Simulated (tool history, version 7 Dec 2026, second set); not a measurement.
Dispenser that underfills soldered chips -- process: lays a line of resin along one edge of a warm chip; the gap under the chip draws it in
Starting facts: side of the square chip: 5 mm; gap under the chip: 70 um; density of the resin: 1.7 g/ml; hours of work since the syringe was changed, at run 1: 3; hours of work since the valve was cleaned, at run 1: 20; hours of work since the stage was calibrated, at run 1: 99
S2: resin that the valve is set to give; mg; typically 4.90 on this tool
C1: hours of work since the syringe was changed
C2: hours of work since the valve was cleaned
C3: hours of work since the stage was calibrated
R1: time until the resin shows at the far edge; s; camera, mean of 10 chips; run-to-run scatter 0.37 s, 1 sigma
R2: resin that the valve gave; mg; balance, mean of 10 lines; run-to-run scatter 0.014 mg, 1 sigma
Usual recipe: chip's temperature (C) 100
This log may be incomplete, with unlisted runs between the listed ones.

{"run": 1, "hour": 0.0, "chip's temperature (C)": 100, "S2": 4.9, "C1": 3, "C2": 20, "C3": 99, "R1": 28.6, "R2": 4.86}
{"hour": 3.3, "done": "new syringe of resin"}
{"run": 2, "hour": 5.0, "chip's temperature (C)": 100, "S2": 4.9, "C1": 1, "C2": 24, "C3": 103, "R1": 23.9, "R2": 4.84}
{"run": 3, "hour": 8.5, "chip's temperature (C)": 100, "S2": 4.9, "C1": 4, "C2": 26, "C3": 106, "R1": 29.6, "R2": 4.84}
{"hour": 10.8, "done": "new syringe of resin"}
{"run": 4, "hour": 12.8, "chip's temperature (C)": 103, "S2": 4.9, "C1": 1, "C2": 29, "C3": 109, "R1": 22.1, "R2": 4.85}
{"run": 5, "hour": 15.7, "chip's temperature (C)": 103, "S2": 4.9, "C1": 4, "C2": 31, "C3": 111, "R1": 26.5, "R2": 4.83}
{"hour": 18.2, "done": "new syringe of resin"}
{"run": 6, "hour": 21.4, "chip's temperature (C)": 103, "S2": 4.9, "C1": 2, "C2": 36, "C3": 115, "R1": 23.5, "R2": 4.82}
{"hour": 25.7, "done": "new syringe of resin"}
{"run": 7, "hour": 25.7, "chip's temperature (C)": 101, "S2": 4.9, "C1": 0, "C2": 38, "C3": 118, "R1": 21.2, "R2": 4.8}
{"run": 8, "hour": 32.2, "chip's temperature (C)": 101, "S2": 4.9, "C1": 5, "C2": 43, "C3": 123, "R1": 31.3, "R2": 4.81}
{"hour": 33.0, "done": "new syringe of resin"}
{"run": 9, "hour": 35.6, "chip's temperature (C)": 101, "S2": 4.9, "C1": 2, "C2": 46, "C3": 125, "R1": 24.6, "R2": 4.79}
{"hour": 40.5, "done": "new syringe of resin"}
{"run": 10, "hour": 41.7, "chip's temperature (C)": 90, "S2": 4.9, "C1": 1, "C2": 50, "C3": 129, "R1": 33.0, "R2": 4.78}
{"run": 11, "hour": 46.9, "chip's temperature (C)": 90, "S2": 4.9, "C1": 5, "C2": 54, "C3": 133, "R1": 45.8, "R2": 4.78}
{"hour": 48.0, "done": "new syringe of resin"}
{"run": 12, "hour": 52.0, "chip's temperature (C)": 90, "S2": 5.6, "C1": 3, "C2": 58, "C3": 137, "R1": 38.2, "R2": 5.45}
{"hour": 55.4, "done": "new syringe of resin"}
{"run": 13, "hour": 56.5, "chip's temperature (C)": 90, "S2": 5.6, "C1": 1, "C2": 61, "C3": 140, "R1": 33.1, "R2": 5.44}
{"run": 14, "hour": 61.5, "chip's temperature (C)": 90, "S2": 5.6, "C1": 5, "C2": 64, "C3": 144, "R1": 43.7, "R2": 5.44}
{"hour": 63.1, "done": "new syringe of resin"}
{"run": 15, "hour": 65.5, "chip's temperature (C)": 90, "S2": 5.6, "C1": 2, "C2": 67, "C3": 146, "R1": 35.6, "R2": 5.44}
{"hour": 70.8, "done": "new syringe of resin"}
{"run": 16, "hour": 72.1, "chip's temperature (C)": 90, "S2": 5.6, "C1": 1, "C2": 72, "C3": 151, "R1": 32.9, "R2": 5.41}
{"run": 17, "hour": 77.6, "chip's temperature (C)": 90, "S2": 5.6, "C1": 5, "C2": 76, "C3": 155, "R1": 46.5, "R2": 5.42}
{"hour": 78.5, "done": "new syringe of resin"}
{"run": 18, "hour": 83.8, "chip's temperature (C)": 90, "S2": 5.6, "C1": 4, "C2": 80, "C3": 160, "R1": 42.5, "R2": 5.4}
{"hour": 86.1, "done": "new syringe of resin"}
{"run": 19, "hour": 89.6, "chip's temperature (C)": 90, "S2": 4.63, "C1": 3, "C2": 85, "C3": 164, "R1": 38.5, "R2": 4.48}
{"hour": 93.4, "done": "new syringe of resin"}
{"run": 20, "hour": 95.5, "chip's temperature (C)": 106, "S2": 5.1, "C1": 2, "C2": 89, "C3": 168, "R1": 20.8, "R2": 4.91}
{"hour": 100.8, "done": "new syringe of resin"}
{"run": 21, "hour": 102.8, "chip's temperature (C)": 111, "S2": 4.88, "C1": 2, "C2": 94, "C3": 173, "R1": 18.4, "R2": 4.68}
{"hour": 108.3, "done": "new syringe of resin"}
{"run": 22, "hour": 108.3, "chip's temperature (C)": 94, "S2": 6.4, "C1": 0, "C2": 98, "C3": 177, "R1": 27.2, "R2": 6.15}
{"run": 23, "hour": 114.2, "chip's temperature (C)": 94, "S2": 6.4, "C1": 4, "C2": 102, "C3": 181, "R1": 37.6, "R2": 6.13}
{"hour": 116.0, "done": "new syringe of resin"}
{"run": 24, "hour": 120.1, "chip's temperature (C)": 94, "S2": 6.4, "C1": 3, "C2": 106, "C3": 186, "R1": 34.4, "R2": 6.08}
{"hour": 123.4, "done": "new syringe of resin"}
{"run": 25, "hour": 126.8, "chip's temperature (C)": 92, "S2": 5.44, "C1": 3, "C2": 111, "C3": 191, "R1": 35.2, "R2": 5.19}
{"hour": 131.1, "done": "new syringe of resin"}
{"run": 26, "hour": 133.0, "chip's temperature (C)": 100, "S2": 5.39, "C1": 1, "C2": 116, "C3": 195, "R1": 24.8, "R2": 5.12}
{"run": 27, "hour": 136.9, "chip's temperature (C)": 100, "S2": 5.0, "C1": 4, "C2": 119, "C3": 198, "R1": 31.8, "R2": 4.77}
{"hour": 138.6, "done": "new syringe of resin"}
{"run": 28, "hour": 140.8, "chip's temperature (C)": 87, "S2": 4.28, "C1": 2, "C2": 121, "C3": 200, "R1": 40.4, "R2": 4.06}
{"run": 29, "hour": 145.0, "chip's temperature (C)": 109, "S2": 4.78, "C1": 5, "C2": 124, "C3": 204, "R1": 24.5, "R2": 4.54}
{"hour": 146.1, "done": "new syringe of resin"}
{"run": 30, "hour": 150.3, "chip's temperature (C)": 92, "S2": 4.43, "C1": 3, "C2": 128, "C3": 207, "R1": 38.4, "R2": 4.2}
{"hour": 153.5, "done": "new syringe of resin"}
{"hour": 154.5, "done": "dispensing valve cleaned and set on the balance"}
{"run": 31, "hour": 156.1, "chip's temperature (C)": 100, "S2": 5.33, "C1": 1, "C2": 1, "C3": 211, "R1": 23.9, "R2": 5.36}
{"run": 32, "hour": 161.2, "chip's temperature (C)": 107, "S2": 5.13, "C1": 5, "C2": 5, "C3": 215, "R1": 27.0, "R2": 5.11}
{"hour": 162.1, "done": "new syringe of resin"}
{"run": 33, "hour": 165.7, "chip's temperature (C)": 107, "S2": 5.13, "C1": 3, "C2": 8, "C3": 218, "R1": 22.5, "R2": 5.16}
{"run": 34, "hour": 169.1, "chip's temperature (C)": 114, "S2": 5.53, "C1": 5, "C2": 11, "C3": 220, "R1": 22.1, "R2": 5.55}
{"hour": 169.7, "done": "new syringe of resin"}
{"run": 35, "hour": 173.5, "chip's temperature (C)": 114, "S2": 5.53, "C1": 3, "C2": 14, "C3": 223, "R1": 18.4, "R2": 5.52}

Forecast each of these 4 alternatives for the next run:
{"hour": 177.1, "done": "new syringe of resin"}
{"run": "A", "hour": 177.1, "chip's temperature (C)": 114, "S2": 4.26, "C1": 0, "C2": 16, "C3": 226, "R1": "?", "R2": "?"}
{"hour": 177.1, "done": "new syringe of resin"}
{"run": "B", "hour": 177.1, "chip's temperature (C)": 100, "S2": 4.92, "C1": 0, "C2": 16, "C3": 226, "R1": "?", "R2": "?"}
{"hour": 177.1, "done": "new syringe of resin"}
{"run": "C", "hour": 177.1, "chip's temperature (C)": 99, "S2": 4.83, "C1": 0, "C2": 16, "C3": 226, "R1": "?", "R2": "?"}
{"hour": 177.1, "done": "new syringe of resin"}
{"run": "D", "hour": 177.1, "chip's temperature (C)": 86, "S2": 5.22, "C1": 0, "C2": 16, "C3": 226, "R1": "?", "R2": "?"}

run=A R1=15.3 R2=4.24
run=B R1=22.7 R2=4.90
run=C R1=23.5 R2=4.79
run=D R1=36.0 R2=5.20
Stripped of hidden state, with their random variation kept, the same runs would have yielded:
run=A R1=14.3 R2=4.27
run=B R1=21.1 R2=4.92
run=C R1=21.9 R2=4.81
run=D R1=33.3 R2=5.23
